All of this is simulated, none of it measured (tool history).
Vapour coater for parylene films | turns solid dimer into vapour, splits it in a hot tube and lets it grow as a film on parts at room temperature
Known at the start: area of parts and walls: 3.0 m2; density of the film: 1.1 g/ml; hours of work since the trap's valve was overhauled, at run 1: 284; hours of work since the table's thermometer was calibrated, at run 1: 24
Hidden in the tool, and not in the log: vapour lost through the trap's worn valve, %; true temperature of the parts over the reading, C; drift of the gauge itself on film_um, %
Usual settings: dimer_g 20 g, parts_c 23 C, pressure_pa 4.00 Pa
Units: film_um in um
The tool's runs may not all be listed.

run,day,dimer_g,parts_c,pressure_pa,hours of work since the trap's valve was overhauled,hours of work since the table's thermometer was calibrated,film_um
1,0.000,20,23,4.00,284,24,4.23
2,0.733,20,23,4.00,298,38,4.19
3,1.229,20,23,4.00,307,47,4.18
4,1.667,20,23,4.00,315,55,4.24
5,2.279,20,23,4.00,326,67,4.19
6,3.025,20,23,4.00,340,81,4.19
7,3.425,20,23,4.00,348,88,4.24
8,4.112,20,23,4.00,361,101,4.20
9,4.825,20,23,10.02,374,115,3.77
# day 4.917: table's thermometer calibrated
10,5.588,20,23,10.02,388,13,3.77
11,6.042,20,24,4.00,396,21,4.01
12,6.733,20,23,4.00,409,34,4.15
13,7.588,20,23,4.00,425,50,4.14
14,7.971,20,23,3.39,432,57,4.19
15,8.583,20,23,3.39,444,69,4.22
# day 8.812: table's thermometer calibrated, once more
16,9.025,17,23,2.61,451,4,3.77
17,9.512,20,18,4.00,460,13,5.12
18,10.096,27,30,5.44,471,24,4.10
19,10.579,27,30,5.44,480,33,4.11
20,11.117,20,35,4.67,490,43,2.50
21,11.562,20,35,4.67,499,52,2.54
22,12.121,20,35,4.67,509,62,2.51
# day 12.712: trap's valve overhauled
23,12.850,17,19,3.31,3,72,4.43
24,13.388,14,15,4.84,13,83,4.06
25,14.212,11,17,4.00,28,98,3.02

Some steps in film_um between neighbouring runs. How much of each would the tool show without its hidden state too (settings, what came in, random variation), and how much is left for the hidden state, with any gauge scatter that isn't in both results?
Run 16 -> 17: dimer_g 17 -> 20, parts_c 23 -> 18, pressure_pa 2.61 -> 4.00. film_um +1.35 um: hidden state -0.08, all else +1.43.
Run 19 -> 20: dimer_g 27 -> 20, parts_c 30 -> 35, pressure_pa 5.44 -> 4.67. film_um -1.61 um: hidden state +0.07, all else -1.68.
Run 22 -> 23: dimer_g 20 -> 17, parts_c 35 -> 19, pressure_pa 4.67 -> 3.31, trap's valve overhauled. film_um +1.92 um: hidden state +0.10, all else +1.82.

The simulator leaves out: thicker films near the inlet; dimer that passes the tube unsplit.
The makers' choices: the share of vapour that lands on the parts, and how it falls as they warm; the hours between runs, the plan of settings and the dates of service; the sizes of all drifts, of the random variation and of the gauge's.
